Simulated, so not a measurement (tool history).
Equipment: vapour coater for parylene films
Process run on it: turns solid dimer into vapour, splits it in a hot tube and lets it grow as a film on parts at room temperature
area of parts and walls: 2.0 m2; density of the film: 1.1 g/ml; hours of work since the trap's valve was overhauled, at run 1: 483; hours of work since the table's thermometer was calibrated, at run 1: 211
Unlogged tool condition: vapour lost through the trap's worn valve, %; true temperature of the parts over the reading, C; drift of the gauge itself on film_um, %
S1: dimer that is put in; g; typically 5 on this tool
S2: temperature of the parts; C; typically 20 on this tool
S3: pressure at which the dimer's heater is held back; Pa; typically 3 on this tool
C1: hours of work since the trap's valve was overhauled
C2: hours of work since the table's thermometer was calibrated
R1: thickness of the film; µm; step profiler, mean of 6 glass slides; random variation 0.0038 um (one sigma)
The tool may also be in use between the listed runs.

run	hour	S1	S2	S3	C1	C2	R1
1	0	5	20	3	483	211	1.562
2	14	8	20	3	492	221	2.493
3	26.8	8	20	3	501	229	2.491
4	40.3	7	20	3	510	238	2.187
5	47.9	5	20	3	515	243	1.556
6	63.1	5	20	3	525	253	1.549
7	74.2	5	20	3	532	261	1.558
8	81.9	5	20	3	538	266	1.558
9	92.3	5	20	3	544	273	1.558
10	100.4	5	20	10.15	550	278	1.164
11	116.6	5	20	9.63	561	289	1.18
12	129.7	3	25	2.11	569	298	0.809
13	138.7	3	25	2.11	575	303	0.809
# hour 145.2: trap's valve overhauled
14	153.4	3	16	2.11	5	311	1.284

Expected results for the next run?
15	163.4	3	26	3	12	317	?

{"run 15": {"R1": 0.736}}
If the tool had no hidden condition, the same run with the same run-to-run variation would have returned R1 0.725 µm.

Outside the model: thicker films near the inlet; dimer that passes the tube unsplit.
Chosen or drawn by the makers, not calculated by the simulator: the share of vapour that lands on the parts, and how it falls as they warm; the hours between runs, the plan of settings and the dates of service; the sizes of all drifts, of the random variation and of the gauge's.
